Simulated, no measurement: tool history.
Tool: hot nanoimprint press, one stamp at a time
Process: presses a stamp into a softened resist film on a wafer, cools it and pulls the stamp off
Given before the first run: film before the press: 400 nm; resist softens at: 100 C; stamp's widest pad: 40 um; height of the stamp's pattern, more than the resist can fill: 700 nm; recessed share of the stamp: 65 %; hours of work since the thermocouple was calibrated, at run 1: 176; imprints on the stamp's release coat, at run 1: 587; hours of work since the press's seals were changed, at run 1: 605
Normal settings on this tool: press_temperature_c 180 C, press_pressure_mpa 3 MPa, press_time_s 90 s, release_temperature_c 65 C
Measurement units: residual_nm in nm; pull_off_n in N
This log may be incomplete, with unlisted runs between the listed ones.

run    hour  press_temperature_c  press_pressure_mpa  press_time_s  release_temperature_c  hours of work since the thermocouple was calibrated  imprints on the stamp's release coat  hours of work since the press's seals were changed  residual_nm  pull_off_n
  1       0                  180                   3            90                     65                                                  176                                   587                                                 605        216.2         210
       10.9  -- press's hydraulic seals changed and the load cell set to zero
  2    42.4                  180                   3            90                     65                                                  192                                   652                                                  15        214.8         217
  3    81.1                  180                   3            90                     65                                                  211                                   725                                                  33        214.8         213
  4   135.5                  180                   3            90                     65                                                  236                                   827                                                  59        215.1         221
  5     166                  180                   3            90                     65                                                  251                                   884                                                  74          214         227
  6     195                  182                   3            90                     65                                                  265                                   939                                                  87        205.7         223
  7   240.4                  182                   3            90                     65                                                  286                                  1024                                                 109          206         228
  8   269.8                  181                   3            90                     65                                                  300                                  1080                                                 123        209.7         232
  9     311                  181                   3            90                     65                                                  320                                  1157                                                 142        209.4         236
 10   373.2                  180                4.18            90                     65                                                  349                                  1274                                                 172          180         247
 11   435.1                  180                4.18            90                     65                                                  378                                  1391                                                 201          180         247
 12   489.4                  180                4.18            90                     65                                                  404                                  1493                                                 227        179.4         257
 13   548.6                  180                   3           148                     65                                                  432                                  1604                                                 255        181.7         256
      571.8  -- stamp cleaned and given a new release coat
 14   613.8                  180                   3           148                     65                                                  460                                    79                                                 283        181.3         177
 15   670.8                  180                   3           148                     65                                                  487                                   186                                                 310        180.8         186
 16   717.2                  180                 3.7            69                     65                                                  509                                   273                                                 332        208.3         195
      766.3  -- plate thermocouple calibrated
 17   777.8                  172                1.85            69                     65                                                    5                                   382                                                 359        321.5         206
 18   824.9                  172                1.85            69                     65                                                   28                                   470                                                 381        321.5         207
 19   857.5                  177                4.15            54                     53                                                   43                                   532                                                 397        231.8         269
 20   899.2                  177                4.15            54                     53                                                   63                                   610                                                 417        231.8         283
 21   958.3                  177                4.15            54                     53                                                   91                                   721                                                 445        231.6         283
 22   997.1                  177                2.53           109                     53                                                  109                                   794                                                 463          237         284
 23  1040.5                  172                2.79            90                     65                                                  130                                   876                                                 484        263.9         223
 24  1086.9                  172                3.25            63                     62                                                  152                                   963                                                 506        271.3         256
 25  1134.5                  182                1.82           102                     65                                                  174                                  1053                                                 528        253.6         226
 26  1171.1                  180                3.02            90                     65                                                  192                                  1122                                                 546        216.2         238
 27  1218.9                  180                3.02            70                     68                                                  214                                  1212                                                 568        233.1         220
 28  1248.1                  180                3.02            70                     68                                                  228                                  1267                                                 582          233         229
 29  1287.5                  180                3.02            70                     68                                                  247                                  1341                                                 601        232.9         231

Difference, measured minus no-hidden-state, one row per run. Run-to-run variation is common to both terms; the gauge's own scatter need not be:
Hidden state at play: true temperature over the reading, C; pressure that arrives at the usual setting, %; grip of the stamp's worn release coat, % over a new coat's; drift of the gauge itself on residual_nm, %; drift of the gauge itself on pull_off_n, %.
run  residual_nm  pull_off_n
  1         -0.1         +26
  2         -1.9         +30
  3         -2.1         +32
  4         -2.3         +37
  5         -2.3         +41
  6         -2.3         +42
  7         -2.5         +46
  8         -2.6         +48
  9         -2.8         +52
 10         -2.6         +58
 11         -2.7         +63
 12         -2.9         +69
 13         -3.4         +72
 14         -3.6          -1
 15         -3.8          +3
 16           -4          +7
 17         +1.1         +19
 18           +1         +23
 19         +1.9         +33
 20         +1.8         +40
 21         +1.6         +45
 22         +0.8         +49
 23         +0.7         +42
 24         +0.7         +51
 25         -0.1         +49
 26         +0.4         +54
 27         +0.2         +52
 28         +0.1         +56
 29         -0.1         +60
